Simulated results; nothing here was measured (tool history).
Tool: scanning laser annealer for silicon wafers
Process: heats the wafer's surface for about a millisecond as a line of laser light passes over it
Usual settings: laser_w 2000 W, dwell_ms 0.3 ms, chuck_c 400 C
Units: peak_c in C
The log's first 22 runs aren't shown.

run	hour	laser_w	dwell_ms	chuck_c	hours of work since the window was cleaned	hours of work since the power meter was calibrated	hours of work since the optics were aligned	peak_c
23	454.4	1776	0.3	400	267	994	203	1106
24	467.3	2025	0.246	400	275	1002	211	1124
25	490.1	1701	0.346	400	288	1015	224	1125
26	516.5	1701	0.346	400	304	1031	240	1125
27	530.4	1701	0.346	400	312	1039	248	1124
28	556.5	1701	0.346	400	328	1055	264	1125
29	579.8	2024	0.29	399	341	1068	278	1183
30	599.7	2024	0.29	399	353	1080	289	1184
31	612.4	2000	0.371	403	361	1088	297	1284
32	642.1	2078	0.366	388	379	1106	315	1296
33	672.3	2078	0.313	429	396	1123	333	1263
34	701.8	2078	0.313	429	414	1141	350	1263
35	723.4	1846	0.278	386	427	1154	363	1082
36	748.5	1846	0.278	386	442	1169	378	1080
37	763	1846	0.278	386	450	1177	387	1084

4 ways to go on from here, each from the tool as it stands after run 37. What would each give?
A	788.2	1767	0.244	400	465	1192	401	?
B	788.2	2000	0.313	438	465	1192	401	?
C	788.2	1743	0.278	381	465	1192	401	?
D	788.2	1846	0.349	398	465	1192	401	?

run	peak_c
A	1021
B	1236
C	1034
D	1182
Without the tool's hidden state the same runs would have given:
run	peak_c
A	1047
B	1269
C	1062
D	1214
